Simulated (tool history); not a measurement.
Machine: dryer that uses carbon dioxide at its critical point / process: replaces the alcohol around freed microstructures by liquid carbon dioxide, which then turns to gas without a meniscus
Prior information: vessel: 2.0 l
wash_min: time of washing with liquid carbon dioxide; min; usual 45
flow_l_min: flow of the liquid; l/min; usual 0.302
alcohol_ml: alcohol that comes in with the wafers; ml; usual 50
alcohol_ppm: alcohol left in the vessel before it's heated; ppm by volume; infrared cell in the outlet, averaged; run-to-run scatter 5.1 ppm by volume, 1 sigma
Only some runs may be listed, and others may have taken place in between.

Run 1, hour 0.0: usual settings. Result: alcohol_ppm 82 ppm by volume.
Run 2, hour 6.2: usual settings. Result: alcohol_ppm 70 ppm by volume.
Run 3, hour 14.2: usual settings. Result: alcohol_ppm 80 ppm by volume.
Run 4, hour 24.2: usual settings. Result: alcohol_ppm 82 ppm by volume.
Run 5, hour 30.1: usual settings but flow_l_min 0.212 l/min. Result: alcohol_ppm 413 ppm by volume.
Run 6, hour 40.6: usual settings but flow_l_min 0.212 l/min. Result: alcohol_ppm 417 ppm by volume.
Run 7, hour 47.3: usual settings but flow_l_min 0.212 l/min. Result: alcohol_ppm 430 ppm by volume.
Run 8, hour 52.5: usual settings. Result: alcohol_ppm 88 ppm by volume.
Run 9, hour 63.6: usual settings. Result: alcohol_ppm 94 ppm by volume.
Run 10, hour 72.9: usual settings. Result: alcohol_ppm 98 ppm by volume.
Run 11, hour 79.4: usual settings. Result: alcohol_ppm 86 ppm by volume.
Run 12, hour 90.0: usual settings but wash_min 43 min, alcohol_ml 46 ml. Result: alcohol_ppm 112 ppm by volume.
Run 13, hour 100.3: usual settings but wash_min 34 min, flow_l_min 0.488 l/min, alcohol_ml 65 ml. Result: alcohol_ppm 52 ppm by volume.
Run 14, hour 105.2: usual settings but wash_min 35 min, flow_l_min 0.367 l/min, alcohol_ml 65 ml. Result: alcohol_ppm 142 ppm by volume.
Run 15, hour 114.8: usual settings but wash_min 67 min, flow_l_min 0.200 l/min. Result: alcohol_ppm 122 ppm by volume.
Run 16, hour 124.3: usual settings but wash_min 46 min, alcohol_ml 79 ml. Result: alcohol_ppm 131 ppm by volume.
Run 17, hour 133.9: usual settings but wash_min 46 min, alcohol_ml 79 ml. Result: alcohol_ppm 123 ppm by volume.
Run 18, hour 140.0: usual settings but wash_min 71 min, alcohol_ml 79 ml. Result: alcohol_ppm 41 ppm by volume.
Run 19, hour 148.4: usual settings but wash_min 62 min, flow_l_min 0.211 l/min, alcohol_ml 34 ml. Result: alcohol_ppm 109 ppm by volume.
Run 20, hour 154.9: usual settings but wash_min 62 min, flow_l_min 0.211 l/min, alcohol_ml 34 ml. Result: alcohol_ppm 101 ppm by volume.
Run 21, hour 163.3: usual settings but wash_min 53 min, flow_l_min 0.215 l/min, alcohol_ml 99 ml. Result: alcohol_ppm 432 ppm by volume.
Run 22, hour 172.4: usual settings but wash_min 41 min, flow_l_min 0.219 l/min, alcohol_ml 56 ml. Result: alcohol_ppm 666 ppm by volume.

What if the next run were any one of these 4? Each begins from the tool's condition after run 22:
Run A, hour 181.4: usual settings but wash_min 41 min, flow_l_min 0.219 l/min, alcohol_ml 29 ml. Result: alcohol_ppm ?.
Run B, hour 181.4: usual settings but wash_min 52 min, flow_l_min 0.198 l/min, alcohol_ml 31 ml. Result: alcohol_ppm ?.
Run C, hour 181.4: usual settings but wash_min 40 min, flow_l_min 0.489 l/min, alcohol_ml 56 ml. Result: alcohol_ppm ?.
Run D, hour 181.4: usual settings but wash_min 29 min, flow_l_min 0.490 l/min, alcohol_ml 96 ml. Result: alcohol_ppm ?.

run  alcohol_ppm
  A          369
  B          249
  C           51
  D          124
The same runs, with their run-to-run variation unchanged, on a tool lacking any hidden condition would have given:
run  alcohol_ppm
  A          239
  B          148
  C           16
  D           52

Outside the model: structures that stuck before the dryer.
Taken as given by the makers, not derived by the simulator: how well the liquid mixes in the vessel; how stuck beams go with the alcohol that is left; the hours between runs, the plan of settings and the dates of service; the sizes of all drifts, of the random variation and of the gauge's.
